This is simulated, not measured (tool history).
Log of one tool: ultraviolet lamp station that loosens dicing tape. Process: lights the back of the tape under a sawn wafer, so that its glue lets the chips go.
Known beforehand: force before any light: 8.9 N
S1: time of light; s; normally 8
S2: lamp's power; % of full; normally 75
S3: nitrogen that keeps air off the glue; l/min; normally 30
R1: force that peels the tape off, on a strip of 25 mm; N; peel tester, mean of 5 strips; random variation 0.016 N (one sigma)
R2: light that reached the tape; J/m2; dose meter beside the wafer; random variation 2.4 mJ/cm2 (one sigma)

run    hour  S1   S2  S3     R1    R2
  1       0   8   75  30  1.755  1650
  2    43.9   8   75  30  1.788  1640
  3    77.1   8   75  30    1.8  1670
  4     110   8   75  30  1.893  1620
  5   130.5   8   75  30  1.961  1630
  6   166.4   8   75  30  2.019  1600
  7   190.9   8   75  30  1.962  1550
  8   233.4  13   75  30   0.91  2510
  9     261  13   75  30  0.874  2500
 10   302.5   8   75  30  2.088  1510
 11   331.4   4   75  30  4.152   720
 12   362.4   4   75  30  4.295   750
 13   386.7   4   75  30  4.537   710
      401.4  -- lamp changed
 14   421.6   8   75  30  0.834  2540
      440.6  -- window cleaned of glue's vapour
 15   442.9   8   75  30  0.756  2680
 16     462   8   75  30  0.762  2620
 17   489.9   8   75  30  0.775  2590
 18   515.4   8   75  30  0.774  2620
 19   545.5   8   64  30  1.096  2200
 20   573.1  15   75  30  0.236  4780
 21   591.8   7   75  30   1.04  2280
 22   615.5   8   61  46  0.947  2110
 23   634.5   7   64  46  1.082  1900
 24     655   7   81  46  0.714  2360
 25   688.8   7   81  46  0.726  2340
 26     728   8   62  24    1.5  2060
 27   764.7   8   62  24  1.498  2030
 28   794.9   8   62  24   1.59  1970
 29   826.4   8   75  12  1.884  2360
 30   850.7   9   75  26  0.859  2660
 31   878.8   9   80  11  1.492  2860
 32   898.2   7   90   9  2.066  2490
 33   922.5   7   90   9  2.082  2440
 34   957.4   7   90   9  2.171  2450
 35   983.4   8   65  15  2.096  1990
 36  1012.9  10  100  28  0.381  3780
 37  1053.8  10   77  33  0.612  2890
 38  1097.8  11   98  12   0.72  3940
 39  1120.7   8   75  21  1.477  2210
 40  1147.2   5   62  26  3.198  1160
 41  1180.7   4   68  11  4.689   980
 42  1209.3   7   80  28  1.386  1960

Results per run with the tool's hidden condition removed, run-to-run variation unchanged:
The tool's hidden condition here consists of: lamp's light, % of a new lamp's; light that the window lets through, % of a clean one's; drift of the gauge itself on peel_n, %; drift of the gauge itself on dose_mj_cm2, %.
run     R1    R2
  1  0.739  2650
  2  0.735  2680
  3  0.726  2730
  4  0.749  2700
  5  0.771  2720
  6   0.78  2700
  7  0.745  2680
  8  0.293  4380
  9  0.273  4400
 10  0.744  2700
 11  2.324  1320
 12  2.381  1370
 13  2.498  1330
 14  0.735  2700
 15   0.74  2700
 16  0.738  2660
 17   0.74  2640
 18   0.73  2690
 19  1.023  2280
 20  0.223  5000
 21  0.945  2390
 22  0.847  2230
 23  0.963  2010
 24  0.621  2520
 25  0.619  2530
 26  1.291  2240
 27  1.269  2230
 28  1.329  2200
 29  1.574  2640
 30  0.669  3000
 31   1.19  3250
 32  1.691  2850
 33  1.689  2810
 34  1.735  2850
 35   1.65  2330
 36  0.278  4470
 37  0.418  3460
 38  0.475  4800
 39  1.016  2700
 40  2.525  1420
 41  4.014  1230
 42    0.9  2480

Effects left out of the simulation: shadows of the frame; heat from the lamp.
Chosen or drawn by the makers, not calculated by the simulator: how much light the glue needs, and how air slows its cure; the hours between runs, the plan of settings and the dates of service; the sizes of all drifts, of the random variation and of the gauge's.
